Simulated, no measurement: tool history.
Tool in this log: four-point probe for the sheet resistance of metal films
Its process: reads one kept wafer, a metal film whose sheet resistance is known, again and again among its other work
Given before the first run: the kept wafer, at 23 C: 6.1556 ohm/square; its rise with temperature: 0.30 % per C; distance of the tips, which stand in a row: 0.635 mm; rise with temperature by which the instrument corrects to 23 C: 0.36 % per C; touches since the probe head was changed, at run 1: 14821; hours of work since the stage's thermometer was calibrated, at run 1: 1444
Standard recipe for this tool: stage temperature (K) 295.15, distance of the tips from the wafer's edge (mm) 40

| run | hour | stage temperature (K) | distance of the tips from the wafer's edge (mm) | touches since the probe head was changed | hours of work since the stage's thermometer was calibrated | sheet resistance as the instrument gives it (ohm/square) |
|---|---|---|---|---|---|---|
| 1 | 0.0 | 295.15 | 40 | 14821 | 1444 | 6.187276 |
| 2 | 68.6 | 295.15 | 40 | 16225 | 1489 | 6.187589 |
| 3 | 110.3 | 295.15 | 40 | 17079 | 1517 | 6.189851 |
| 4 | 185.9 | 295.15 | 40 | 18627 | 1568 | 6.190894 |
| 5 | 257.8 | 295.15 | 40 | 20099 | 1616 | 6.187755 |
| 6 | 332.5 | 295.15 | 40 | 21629 | 1666 | 6.188936 |
| 7 | 377.4 | 295.15 | 64 | 22549 | 1696 | 6.190866 |
| 8 | 432.8 | 295.15 | 64 | 23682 | 1733 | 6.189595 |
| 9 | 505.1 | 295.15 | 40 | 25163 | 1781 | 6.191252 |
| 10 | 539.5 | 295.15 | 40 | 25867 | 1804 | 6.194266 |
| 11 | 607.0 | 291.15 | 40 | 27249 | 1849 | 6.209469 |
| 12 | 664.2 | 291.15 | 40 | 28420 | 1888 | 6.205688 |
| 13 | 701.6 | 291.15 | 40 | 29184 | 1913 | 6.206244 |
| 14 | 756.4 | 291.15 | 4 | 30306 | 1949 | 6.292325 |
| 15 | 831.1 | 295.15 | 40 | 31836 | 1999 | 6.193145 |
| 16 | 885.7 | 295.15 | 40 | 32953 | 2036 | 6.193193 |
| 17 | 944.2 | 295.15 | 40 | 34153 | 2075 | 6.194411 |
| 18 | 1006.7 | 295.15 | 3 | 35432 | 2117 | 6.339251 |
| 19 | 1067.7 | 295.15 | 3 | 36680 | 2157 | 6.340427 |
| 20 | 1116.8 | 292.15 | 40 | 37686 | 2190 | 6.208405 |
| 21 | 1157.1 | 292.15 | 40 | 38510 | 2217 | 6.208274 |
|  | 1163.8 | stage's thermometer calibrated |
| 22 | 1191.2 | 292.15 | 40 | 39198 | 18 | 6.198076 |
| 23 | 1267.4 | 292.15 | 40 | 40758 | 69 | 6.195039 |
| 24 | 1321.4 | 300.15 | 22 | 41865 | 105 | 6.168049 |
| 25 | 1372.2 | 304.15 | 37 | 42903 | 139 | 6.154241 |
| 26 | 1403.8 | 304.15 | 3 | 43551 | 160 | 6.296531 |
|  | 1418.1 | stage's thermometer calibrated, once more |
| 27 | 1467.6 | 295.15 | 31 | 44847 | 33 | 6.213854 |
| 28 | 1498.5 | 296.15 | 4 | 45480 | 54 | 6.291952 |
| 29 | 1547.3 | 303.15 | 40 | 46479 | 86 | 6.180427 |
| 30 | 1623.0 | 301.15 | 41 | 48028 | 137 | 6.191292 |
| 31 | 1657.7 | 295.15 | 50 | 48739 | 160 | 6.212700 |
| 32 | 1694.1 | 295.15 | 50 | 49484 | 185 | 6.212866 |
| 33 | 1729.4 | 297.15 | 8 | 50208 | 208 | 6.224399 |
| 34 | 1760.4 | 305.15 | 5 | 50841 | 229 | 6.229629 |
| 35 | 1808.1 | 296.15 | 5 | 51819 | 261 | 6.263488 |
| 36 | 1866.0 | 297.15 | 43 | 53004 | 299 | 6.206528 |
| 37 | 1932.1 | 297.15 | 43 | 54357 | 344 | 6.206924 |
| 38 | 1998.1 | 297.15 | 43 | 55708 | 388 | 6.208916 |
| 39 | 2060.9 | 291.15 | 71 | 56994 | 430 | 6.230649 |
| 40 | 2109.2 | 291.15 | 71 | 57983 | 462 | 6.231592 |
| 41 | 2157.1 | 303.15 | 26 | 58963 | 494 | 6.185871 |
| 42 | 2227.1 | 291.15 | 17 | 60397 | 541 | 6.239646 |
| 43 | 2301.2 | 307.15 | 12 | 61913 | 590 | 6.178576 |
| 44 | 2357.0 | 296.15 | 40 | 63055 | 628 | 6.214566 |
| 45 | 2396.4 | 297.15 | 16 | 63863 | 654 | 6.215737 |

What differs in the tool's unlogged condition from the final listed run ahead of each entry between runs to the first listed run following it?
Between runs 21 and 22: stage's thermometer calibrated (hour 1163.8)
  inner tips' distance over the nominal, %: 0.746 -> 0.751; tips' flats over new ones', %: 41 -> 42; wafer's true temperature over the reading, C: -0.78 -> -1.34
  measured less the result without the state, sheet resistance as the instrument gives it (ohm/square): +0.035249 -> +0.025288
Between runs 26 and 27: stage's thermometer calibrated, once more (hour 1418.1)
  inner tips' distance over the nominal, %: 0.787 -> 0.797; tips' flats over new ones', %: 46 -> 47; wafer's true temperature over the reading, C: -1.38 -> -0.09
  measured less the result without the state, sheet resistance as the instrument gives it (ohm/square): +0.028087 -> +0.051463

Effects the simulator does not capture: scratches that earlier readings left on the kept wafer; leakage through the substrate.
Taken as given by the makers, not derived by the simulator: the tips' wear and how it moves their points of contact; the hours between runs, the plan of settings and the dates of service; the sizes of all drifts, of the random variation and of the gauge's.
